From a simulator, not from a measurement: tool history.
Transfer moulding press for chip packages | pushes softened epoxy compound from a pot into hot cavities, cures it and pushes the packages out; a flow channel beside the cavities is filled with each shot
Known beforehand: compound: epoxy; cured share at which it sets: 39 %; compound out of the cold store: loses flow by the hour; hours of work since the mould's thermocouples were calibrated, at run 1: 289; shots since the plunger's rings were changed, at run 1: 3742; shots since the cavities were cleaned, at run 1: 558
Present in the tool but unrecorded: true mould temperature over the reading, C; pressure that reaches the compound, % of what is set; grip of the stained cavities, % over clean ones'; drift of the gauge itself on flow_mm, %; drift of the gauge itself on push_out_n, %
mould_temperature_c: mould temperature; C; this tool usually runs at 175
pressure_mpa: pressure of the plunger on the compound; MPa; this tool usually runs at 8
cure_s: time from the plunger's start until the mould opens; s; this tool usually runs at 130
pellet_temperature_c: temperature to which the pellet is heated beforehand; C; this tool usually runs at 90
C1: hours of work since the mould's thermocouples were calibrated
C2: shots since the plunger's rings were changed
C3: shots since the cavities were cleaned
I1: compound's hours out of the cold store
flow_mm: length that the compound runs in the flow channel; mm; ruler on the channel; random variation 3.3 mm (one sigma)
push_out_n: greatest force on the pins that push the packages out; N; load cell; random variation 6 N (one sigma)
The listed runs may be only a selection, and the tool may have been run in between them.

{"run": 1, "hour": 0.0, "mould_temperature_c": 175, "pressure_mpa": 8, "cure_s": 130, "pellet_temperature_c": 90, "C1": 289, "C2": 3742, "C3": 558, "I1": 13.4, "flow_mm": 696, "push_out_n": 445}
{"run": 2, "hour": 7.1, "mould_temperature_c": 175, "pressure_mpa": 8, "cure_s": 130, "pellet_temperature_c": 90, "C1": 295, "C2": 3821, "C3": 637, "I1": 39, "flow_mm": 630, "push_out_n": 447}
{"run": 3, "hour": 17.6, "mould_temperature_c": 175, "pressure_mpa": 8, "cure_s": 130, "pellet_temperature_c": 90, "C1": 303, "C2": 3938, "C3": 754, "I1": 22.7, "flow_mm": 662, "push_out_n": 458}
{"run": 4, "hour": 27.8, "mould_temperature_c": 175, "pressure_mpa": 8, "cure_s": 130, "pellet_temperature_c": 90, "C1": 310, "C2": 4052, "C3": 868, "I1": 14.5, "flow_mm": 683, "push_out_n": 473}
{"hour": 36.0, "done": "cavities cleaned with cleaning compound and waxed"}
{"run": 5, "hour": 39.8, "mould_temperature_c": 175, "pressure_mpa": 8, "cure_s": 130, "pellet_temperature_c": 90, "C1": 318, "C2": 4170, "C3": 43, "I1": 28.4, "flow_mm": 650, "push_out_n": 263}
{"run": 6, "hour": 48.6, "mould_temperature_c": 175, "pressure_mpa": 8, "cure_s": 130, "pellet_temperature_c": 90, "C1": 325, "C2": 4269, "C3": 142, "I1": 25.7, "flow_mm": 661, "push_out_n": 317}
{"run": 7, "hour": 59.4, "mould_temperature_c": 175, "pressure_mpa": 8, "cure_s": 130, "pellet_temperature_c": 90, "C1": 333, "C2": 4389, "C3": 262, "I1": 46.9, "flow_mm": 605, "push_out_n": 342}
{"run": 8, "hour": 64.6, "mould_temperature_c": 175, "pressure_mpa": 8, "cure_s": 130, "pellet_temperature_c": 90, "C1": 337, "C2": 4446, "C3": 319, "I1": 25.8, "flow_mm": 651, "push_out_n": 373}
{"run": 9, "hour": 72.8, "mould_temperature_c": 175, "pressure_mpa": 8, "cure_s": 130, "pellet_temperature_c": 90, "C1": 343, "C2": 4538, "C3": 411, "I1": 30.1, "flow_mm": 640, "push_out_n": 392}
{"run": 10, "hour": 78.3, "mould_temperature_c": 175, "pressure_mpa": 8, "cure_s": 130, "pellet_temperature_c": 90, "C1": 348, "C2": 4600, "C3": 473, "I1": 14, "flow_mm": 682, "push_out_n": 423}
{"run": 11, "hour": 86.3, "mould_temperature_c": 175, "pressure_mpa": 8, "cure_s": 130, "pellet_temperature_c": 83, "C1": 354, "C2": 4689, "C3": 562, "I1": 25.3, "flow_mm": 652, "push_out_n": 421}
{"run": 12, "hour": 93.0, "mould_temperature_c": 175, "pressure_mpa": 8, "cure_s": 130, "pellet_temperature_c": 83, "C1": 359, "C2": 4764, "C3": 637, "I1": 45.2, "flow_mm": 608, "push_out_n": 419}
{"run": 13, "hour": 102.5, "mould_temperature_c": 175, "pressure_mpa": 8, "cure_s": 130, "pellet_temperature_c": 90, "C1": 366, "C2": 4871, "C3": 744, "I1": 43.2, "flow_mm": 607, "push_out_n": 460}
{"run": 14, "hour": 109.5, "mould_temperature_c": 175, "pressure_mpa": 8, "cure_s": 130, "pellet_temperature_c": 90, "C1": 371, "C2": 4948, "C3": 821, "I1": 37.6, "flow_mm": 619, "push_out_n": 427}
{"run": 15, "hour": 113.9, "mould_temperature_c": 175, "pressure_mpa": 8, "cure_s": 130, "pellet_temperature_c": 88, "C1": 375, "C2": 4998, "C3": 871, "I1": 32.4, "flow_mm": 633, "push_out_n": 470}
{"run": 16, "hour": 119.3, "mould_temperature_c": 175, "pressure_mpa": 9.42, "cure_s": 116, "pellet_temperature_c": 90, "C1": 379, "C2": 5058, "C3": 931, "I1": 33.8, "flow_mm": 674, "push_out_n": 515}
{"hour": 121.6, "done": "cavities cleaned with cleaning compound and waxed"}
{"run": 17, "hour": 126.5, "mould_temperature_c": 175, "pressure_mpa": 9.42, "cure_s": 116, "pellet_temperature_c": 90, "C1": 383, "C2": 5122, "C3": 55, "I1": 41.7, "flow_mm": 661, "push_out_n": 298}
{"run": 18, "hour": 131.0, "mould_temperature_c": 175, "pressure_mpa": 9.42, "cure_s": 116, "pellet_temperature_c": 90, "C1": 387, "C2": 5172, "C3": 105, "I1": 30, "flow_mm": 692, "push_out_n": 346}
{"run": 19, "hour": 139.9, "mould_temperature_c": 175, "pressure_mpa": 9.42, "cure_s": 116, "pellet_temperature_c": 90, "C1": 393, "C2": 5272, "C3": 205, "I1": 13.1, "flow_mm": 742, "push_out_n": 397}
{"run": 20, "hour": 148.0, "mould_temperature_c": 170, "pressure_mpa": 8, "cure_s": 130, "pellet_temperature_c": 90, "C1": 399, "C2": 5362, "C3": 295, "I1": 9.3, "flow_mm": 702, "push_out_n": 490}

Run 21 is up next; what results do you expect?
{"run": 21, "hour": 154.9, "mould_temperature_c": 170, "pressure_mpa": 8, "cure_s": 130, "pellet_temperature_c": 90, "C1": 405, "C2": 5439, "C3": 372, "I1": 46.7, "flow_mm": "?", "push_out_n": "?"}

Run 21 gave flow_mm 615 mm, push_out_n 482 N.
Take away the tool's hidden state, keep the run-to-run variation as it was, and the same run would have given flow_mm 666 mm, push_out_n 272 N.
